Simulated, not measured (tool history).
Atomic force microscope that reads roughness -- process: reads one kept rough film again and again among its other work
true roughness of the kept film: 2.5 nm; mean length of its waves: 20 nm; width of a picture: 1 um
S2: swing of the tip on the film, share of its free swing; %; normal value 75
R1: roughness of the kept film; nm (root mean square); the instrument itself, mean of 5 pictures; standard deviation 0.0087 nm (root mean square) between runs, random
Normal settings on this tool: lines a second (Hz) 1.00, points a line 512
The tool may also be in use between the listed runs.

Run 1, hour 0.0: usual settings. Result: R1 1.522 nm (root mean square).
At hour 37.8: new tip fitted.
Run 2, hour 63.3: usual settings. Result: R1 1.773 nm (root mean square).
Run 3, hour 131.3: usual settings but lines a second (Hz) 1.36. Result: R1 1.449 nm (root mean square).
At hour 151.9: new tip fitted.
Run 4, hour 211.0: usual settings but lines a second (Hz) 1.22. Result: R1 1.583 nm (root mean square).
At hour 265.6: new tip fitted.
Run 5, hour 272.3: usual settings but lines a second (Hz) 1.22. Result: R1 1.839 nm (root mean square).
Run 6, hour 337.3: usual settings but lines a second (Hz) 1.22. Result: R1 1.533 nm (root mean square).
At hour 379.4: new tip fitted.
Run 7, hour 391.3: usual settings but lines a second (Hz) 1.22. Result: R1 1.809 nm (root mean square).
At hour 415.5: height scale calibrated on a step standard.
Run 8, hour 425.8: usual settings but lines a second (Hz) 2.48. Result: R1 1.597 nm (root mean square).
At hour 495.8: new tip fitted.
Run 9, hour 498.2: usual settings but lines a second (Hz) 2.48. Result: R1 1.848 nm (root mean square).
Run 10, hour 545.6: usual settings but lines a second (Hz) 0.94, points a line 379. Result: R1 1.657 nm (root mean square).
At hour 607.1: new tip fitted.
Run 11, hour 617.4: usual settings but lines a second (Hz) 1.44, S2 56 %. Result: R1 1.902 nm (root mean square).
Run 12, hour 687.8: usual settings but lines a second (Hz) 3.37, points a line 874. Result: R1 1.445 nm (root mean square).
At hour 723.1: new tip fitted.
Run 13, hour 731.5: usual settings but lines a second (Hz) 3.37, S2 84 %, points a line 874. Result: R1 1.718 nm (root mean square).
Run 14, hour 791.7: usual settings but lines a second (Hz) 3.37, S2 84 %, points a line 874. Result: R1 1.415 nm (root mean square).

Run 15, settings as shown, results not yet in. Your forecast:
At hour 834.7: new tip fitted.
Run 15, hour 848.3: usual settings but lines a second (Hz) 0.91, S2 79 %, points a line 768. Result: R1 ?.

R1: 1.842 nm (root mean square)
Were there no unlogged condition in the tool, this run, its random variation unchanged, would have produced R1 1.930 nm (root mean square).
